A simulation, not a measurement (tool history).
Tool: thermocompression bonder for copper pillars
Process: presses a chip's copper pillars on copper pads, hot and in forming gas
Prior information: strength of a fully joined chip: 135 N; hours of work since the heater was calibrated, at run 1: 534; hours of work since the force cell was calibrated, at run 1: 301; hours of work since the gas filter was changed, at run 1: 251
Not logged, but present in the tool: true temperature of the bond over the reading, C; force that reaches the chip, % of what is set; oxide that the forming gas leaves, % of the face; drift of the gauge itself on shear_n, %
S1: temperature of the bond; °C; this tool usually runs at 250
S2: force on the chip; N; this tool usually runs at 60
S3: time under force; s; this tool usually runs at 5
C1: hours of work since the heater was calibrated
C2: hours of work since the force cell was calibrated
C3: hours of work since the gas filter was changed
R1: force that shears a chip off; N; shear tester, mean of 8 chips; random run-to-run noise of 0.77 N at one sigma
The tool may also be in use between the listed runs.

Run 1, hour 0.0: usual settings; C1 534; C2 301; C3 251. Result: R1 79.3 N.
Run 2, hour 15.1: usual settings but S2 74 N; C1 544; C2 310; C3 261. Result: R1 90.2 N.
Run 3, hour 22.9: usual settings but S2 74 N, S3 3 s; C1 548; C2 315; C3 266. Result: R1 78.8 N.
Run 4, hour 32.7: usual settings; C1 554; C2 321; C3 272. Result: R1 78.4 N.
At hour 42.6: forming gas filter changed.
Run 5, hour 45.0: usual settings; C1 562; C2 329; C3 1. Result: R1 85.0 N.
Run 6, hour 54.1: usual settings but S2 52 N; C1 567; C2 334; C3 7. Result: R1 76.5 N.
Run 7, hour 67.2: usual settings but S2 52 N; C1 575; C2 342; C3 15. Result: R1 76.0 N.
Run 8, hour 77.6: usual settings; C1 582; C2 349; C3 22. Result: R1 84.1 N.
Run 9, hour 90.5: usual settings; C1 590; C2 357; C3 29. Result: R1 84.2 N.
Run 10, hour 99.6: usual settings; C1 595; C2 362; C3 35. Result: R1 84.6 N.
Run 11, hour 112.4: usual settings; C1 603; C2 370; C3 43. Result: R1 83.2 N.
Run 12, hour 123.3: usual settings but S3 10 s; C1 610; C2 377; C3 50. Result: R1 99.3 N.
Run 13, hour 133.0: usual settings but S3 10 s; C1 616; C2 383; C3 56. Result: R1 100.4 N.
At hour 135.6: force cell calibrated.
Run 14, hour 145.7: usual settings but S3 10 s; C1 623; C2 6; C3 63. Result: R1 98.7 N.
Run 15, hour 163.4: usual settings; C1 634; C2 17; C3 73. Result: R1 81.7 N.
Run 16, hour 173.7: usual settings but S1 241 °C; C1 640; C2 23; C3 80. Result: R1 74.6 N.
Run 17, hour 189.3: usual settings but S1 241 °C, S2 37 N; C1 650; C2 33; C3 89. Result: R1 48.2 N.
Run 18, hour 202.7: usual settings but S1 241 °C, S2 81 N; C1 658; C2 41; C3 98. Result: R1 91.7 N.
At hour 213.1: force cell calibrated, once more.
Run 19, hour 220.7: usual settings but S1 235 °C, S2 41 N, S3 6 s; C1 668; C2 5; C3 108. Result: R1 54.7 N.
Run 20, hour 235.6: usual settings but S1 228 °C; C1 677; C2 14; C3 117. Result: R1 65.2 N.
Run 21, hour 253.6: usual settings but S1 228 °C, S2 83 N; C1 688; C2 25; C3 128. Result: R1 85.0 N.
Run 22, hour 268.7: usual settings but S1 232 °C, S2 68 N; C1 698; C2 34; C3 137. Result: R1 76.2 N.
Run 23, hour 282.1: usual settings but S2 39 N; C1 706; C2 43; C3 146. Result: R1 58.0 N.
Run 24, hour 292.6: usual settings but S1 244 °C, S3 6 s; C1 712; C2 49; C3 152. Result: R1 81.9 N.
Run 25, hour 303.5: usual settings but S1 275 °C, S3 4 s; C1 719; C2 56; C3 159. Result: R1 94.9 N.
Run 26, hour 318.3: usual settings but S1 230 °C, S2 36 N, S3 4 s; C1 728; C2 65; C3 168. Result: R1 36.5 N.
Run 27, hour 329.9: usual settings but S1 259 °C, S2 36 N, S3 4 s; C1 735; C2 72; C3 175. Result: R1 55.3 N.
Run 28, hour 343.9: usual settings but S1 252 °C, S2 58 N, S3 13 s; C1 744; C2 81; C3 184. Result: R1 101.7 N.
Run 29, hour 357.6: usual settings but S1 245 °C, S3 4 s; C1 753; C2 89; C3 192. Result: R1 71.4 N.
Run 30, hour 370.7: usual settings but S1 245 °C, S3 4 s; C1 761; C2 97; C3 200. Result: R1 72.2 N.
Run 31, hour 388.4: usual settings but S1 261 °C, S2 47 N, S3 11 s; C1 771; C2 108; C3 211. Result: R1 92.0 N.

Some steps in R1 between neighbouring runs. How much of each would the tool show without its hidden state too (settings, what came in, random variation), and how much is left for the hidden state, with any gauge scatter that isn't in both results?
Run 4 -> 5: forming gas filter changed. R1 +6.6 N: hidden state +6.4, all else +0.2.
Run 17 -> 18: S2 37 -> 81. R1 +43.5 N: hidden state -1.8, all else +45.3.
Run 18 -> 19: S1 241 -> 235, S2 81 -> 41, S3 5 -> 6, force cell calibrated, once more. R1 -37.0 N: hidden state +3.3, all else -40.3.
Run 25 -> 26: S1 275 -> 230, S2 60 -> 36. R1 -58.4 N: hidden state +2.7, all else -61.1.
Run 27 -> 28: S1 259 -> 252, S2 36 -> 58, S3 4 -> 13. R1 +46.4 N: hidden state -2.9, all else +49.3.
